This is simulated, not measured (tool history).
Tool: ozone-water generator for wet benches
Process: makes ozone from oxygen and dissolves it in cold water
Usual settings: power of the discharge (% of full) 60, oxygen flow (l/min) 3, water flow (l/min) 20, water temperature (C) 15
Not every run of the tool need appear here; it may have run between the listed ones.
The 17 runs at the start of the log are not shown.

run	day	power of the discharge (% of full)	oxygen flow (l/min)	water flow (l/min)	water temperature (C)	hours of work since the electrodes were changed	hours of work since the contactor was cleaned	hours of work since the thermometer was calibrated	dissolved ozone (ppm)	ozone in the gas ahead of the water (g/m3)
18	25.05	60	2.51	15	20	2132	5269	205	12.8	136.6
19	26.708	45	2.74	13	23	2163	5299	236	11.6	107.2
20	28.325	60	1.89	20	16	2193	5329	266	9.4	154.2
21	30.012	60	1.89	20	16	2224	5360	297	9.5	155.7
22	31.542	60	1.89	20	16	2252	5389	325	9.3	154.4
23	33.6	60	5.36	15	13	2290	5426	363	16	100.9
# day 33.875: contactor cleaned
24	35.1	60	5.36	13	8	2315	23	388	18.9	100.3
25	36.992	60	5.36	13	8	2350	58	422	18.8	100.6
26	38.246	60	5.36	12	8	2373	81	446	19.9	99.7
27	40.417	76	5.36	12	15	2413	121	486	20.8	119.2
28	41.912	69	3	20	15	2440	148	513	11.5	139.9
29	43.033	41	4.46	18	15	2461	169	534	9.9	82.6
# day 43.383: contactor cleaned, once more
30	44.358	48	1.64	25	15	2482	18	555	6.4	140.3
31	46.221	60	1.77	20	15	2517	52	589	9.4	158.1
32	47.512	60	1.77	20	15	2540	76	613	9.4	156.7
33	49.854	99	1.87	24	21	2583	119	656	11.1	218.7

Alternative continuations, all from the tool just after run 33; predict every row:
A	51.146	99	1.92	20	8	2607	143	680	?	?
B	51.146	99	1.54	14	9	2607	143	680	?	?
C	51.146	60	3	20	11	2607	143	680	?	?

run	dissolved ozone (ppm)	ozone in the gas ahead of the water (g/m3)
A	14.4	216.7
B	19.1	238.2
C	11.8	127.4
The same runs, with their run-to-run variation unchanged, on a tool lacking any hidden condition would have given:
run	dissolved ozone (ppm)	ozone in the gas ahead of the water (g/m3)
A	15.4	230.2
B	20.3	253
C	12.3	133.1
